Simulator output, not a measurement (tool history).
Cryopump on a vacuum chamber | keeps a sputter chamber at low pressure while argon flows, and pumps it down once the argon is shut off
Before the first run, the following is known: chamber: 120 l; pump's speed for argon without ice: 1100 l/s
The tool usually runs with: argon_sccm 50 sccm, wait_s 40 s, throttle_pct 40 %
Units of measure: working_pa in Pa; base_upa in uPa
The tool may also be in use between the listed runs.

run,day,argon_sccm,wait_s,throttle_pct,working_pa,base_upa
1,0,50,40,40,0.1984,3.94
2,0.638,44,40,40,0.175,4.13
# day 1.108: leaking fittings of the chamber tightened, without venting
3,1.212,44,40,40,0.1765,1.87
4,1.8,44,40,40,0.1747,1.91
5,2.292,27,40,40,0.1085,1.9
6,2.812,27,40,40,0.1069,1.89
7,3.075,27,40,40,0.1069,1.92
8,3.642,50,40,20,0.3949,1.9
9,4.221,50,40,40,0.1973,1.87
10,4.621,50,71,40,0.1998,1.3
11,5.071,50,71,40,0.1994,1.27
12,5.546,50,71,40,0.2013,1.25
13,5.983,50,71,40,0.1989,1.29
14,6.35,50,194,40,0.2002,0.74
15,6.692,50,194,40,0.1996,0.72
16,7.233,22,40,40,0.0885,2.03
17,7.583,50,40,40,0.2007,1.99
18,7.846,34,52,36,0.1513,1.57
19,8.462,87,40,22,0.6242,1.97
20,9.1,27,24,18,0.2346,3.05
21,9.392,27,24,18,0.2372,3.16
22,9.646,27,187,25,0.1717,0.8
23,10.162,27,187,25,0.1709,0.84
24,10.579,27,187,25,0.1712,0.78
25,10.846,50,44,18,0.4383,1.84
26,11.233,50,44,18,0.4384,1.9
27,11.521,25,238,16,0.2462,0.73
28,11.821,41,40,40,0.1661,2.04
29,12.15,41,84,40,0.1678,1.24
30,12.542,91,84,40,0.3731,1.24
31,12.875,42,154,16,0.4099,0.88
32,13.471,43,126,16,0.421,0.97
33,13.979,43,126,16,0.4215,0.99
34,14.546,80,30,16,0.7874,2.5

Hidden state or all else? Some run-to-run changes of working_pa, split into what the settings, what came in and random variation would give without the hidden state, and what is left for the hidden state (with any gauge scatter that isn't in both results):
Hidden conditions of the tool in this case: pump's speed, % of a pump's without ice; cold plate's temperature, K; leak into the chamber, uPa l/s; drift of the gauge itself on working_pa, %; drift of the gauge itself on base_upa, %.
Run 18 -> 19: argon_sccm 34 -> 87, wait_s 52 -> 40, throttle_pct 36 -> 22. working_pa +0.4729 Pa: hidden state +0.0097, all else +0.4632.
Run 19 -> 20: argon_sccm 87 -> 27, wait_s 40 -> 24, throttle_pct 22 -> 18. working_pa -0.3896 Pa: hidden state -0.0107, all else -0.3789.
Run 29 -> 30: argon_sccm 41 -> 91. working_pa +0.2053 Pa: hidden state +0.011, all else +0.1943.
Run 30 -> 31: argon_sccm 91 -> 42, wait_s 84 -> 154, throttle_pct 40 -> 16. working_pa +0.0368 Pa: hidden state -0.0106, all else +0.0474.
Run 33 -> 34: argon_sccm 43 -> 80, wait_s 126 -> 30. working_pa +0.3659 Pa: hidden state +0.0087, all else +0.3572.

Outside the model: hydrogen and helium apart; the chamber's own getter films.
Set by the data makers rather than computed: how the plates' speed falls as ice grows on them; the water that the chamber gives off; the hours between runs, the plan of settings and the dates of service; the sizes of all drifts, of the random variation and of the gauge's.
